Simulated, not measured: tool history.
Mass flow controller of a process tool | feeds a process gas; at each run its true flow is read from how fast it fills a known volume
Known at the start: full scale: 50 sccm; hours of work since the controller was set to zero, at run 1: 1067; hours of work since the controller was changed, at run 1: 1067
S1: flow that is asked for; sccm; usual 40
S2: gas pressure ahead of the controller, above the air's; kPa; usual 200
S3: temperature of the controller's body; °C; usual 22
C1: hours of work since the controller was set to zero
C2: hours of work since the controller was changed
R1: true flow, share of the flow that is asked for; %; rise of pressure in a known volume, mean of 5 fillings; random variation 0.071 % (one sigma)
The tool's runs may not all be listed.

run     hour  S1   S2  S3    C1    C2      R1
  1        0  40  200  22  1067  1067   99.64
  2    425.4  40  200  22  1246  1246   99.63
  3    647.1  40  200  22  1339  1339   99.85
  4    926.3  40  200  22  1457  1457   99.77
  5   1392.5  40  200  22  1653  1653   99.82
  6   1607.9  40  200  22  1743  1743   99.88
  7   2095.7  40  200  22  1948  1948   99.95
  8   2574.8  40  200  22  2150  2150   99.96
  9   3014.6  40  200  22  2334  2334  100.11
 10   3232.5  40  200  22  2426  2426  100.21
 11   3752.1  40  200  22  2644  2644  100.32
 12     4259  49  200  22  2858  2858  100.51
 13   4650.1  40  220  22  3022  3022  100.45
 14   5171.6  40  220  22  3241  3241  100.56
 15   5405.1   7  200  22  3339  3339   99.74
 16   5688.8   7  200  22  3459  3459   99.72
 17   6063.7  40  214  22  3616  3616  100.74
 18     6431  40  214  22  3771  3771  100.85
 19     6679  11  200  22  3875  3875   99.95
 20   7035.7  40  200  22  4025  4025  100.83
 21   7401.2  40  200  22  4179  4179  100.89
 22   7666.7  14  200  26  4290  4290   100.6
 23   8101.1  15  219  26  4473  4473  100.75
 24   8502.3  40  177  22  4641  4641  101.08
 25   8851.4  40  177  22  4788  4788  101.18
 26   9255.4  40  177  22  4958  4958  101.35
 27   9566.7  21  235  33  5089  5089   101.9
      9760.7  -- controller's zero set anew
 28   9977.3  21  235  33    91  5261  101.76
 29  10261.9   9  186  22   211  5381  100.66
 30  10528.2  11  276  28   323  5493  101.59
 31  10865.1  15  198  22   464  5635  101.01
 32  11351.5  23  147  25   669  5839   101.2
 33  11670.9  13  237  33   803  5973  102.02
 34  12160.5  40  186  22  1009  6179  101.58
 35  12614.4  39  280  27  1200  6370  102.71
     12707.5  -- gauge calibrated
 36  13062.5  39  280  34  1388  6558  100.75
 37  13578.2  15  199  20  1605  6775   98.88
 38  13864.8  25  193  39  1725  6896  100.52
 39  14302.8  25  193  33  1910  7080  100.21
 40    14523  22  253  22  2002  7172   99.68
 41  14976.6  22  194  22  2193  7363   99.48
 42  15316.4   8  193  22  2336  7506   99.25

Hidden state or all else? Some run-to-run changes of R1, split into what the settings, what came in and random variation would give without the hidden state, and what is left for the hidden state (with any gauge scatter that isn't in both results):
The hidden state here: flow at rest that the sensor doesn't see, % of full scale; true flow over the shown one, %; drift of the gauge itself on true_pct, %.
Run 13 -> 14: no setting changed, nothing entered. R1 +0.11 %: hidden state +0.11, all else +0.
Run 34 -> 35: S1 40 -> 39, S2 186 -> 280, S3 22 -> 27. R1 +1.13 %: hidden state +0.11, all else +1.02.
Run 35 -> 36: S3 27 -> 34, gauge calibrated. R1 -1.96 %: hidden state -2.37, all else +0.41.
Run 36 -> 37: S1 39 -> 15, S2 280 -> 199, S3 34 -> 20. R1 -1.87 %: hidden state +0.1, all else -1.97.
Run 37 -> 38: S1 15 -> 25, S2 199 -> 193, S3 20 -> 39. R1 +1.64 %: hidden state +0.05, all else +1.59.

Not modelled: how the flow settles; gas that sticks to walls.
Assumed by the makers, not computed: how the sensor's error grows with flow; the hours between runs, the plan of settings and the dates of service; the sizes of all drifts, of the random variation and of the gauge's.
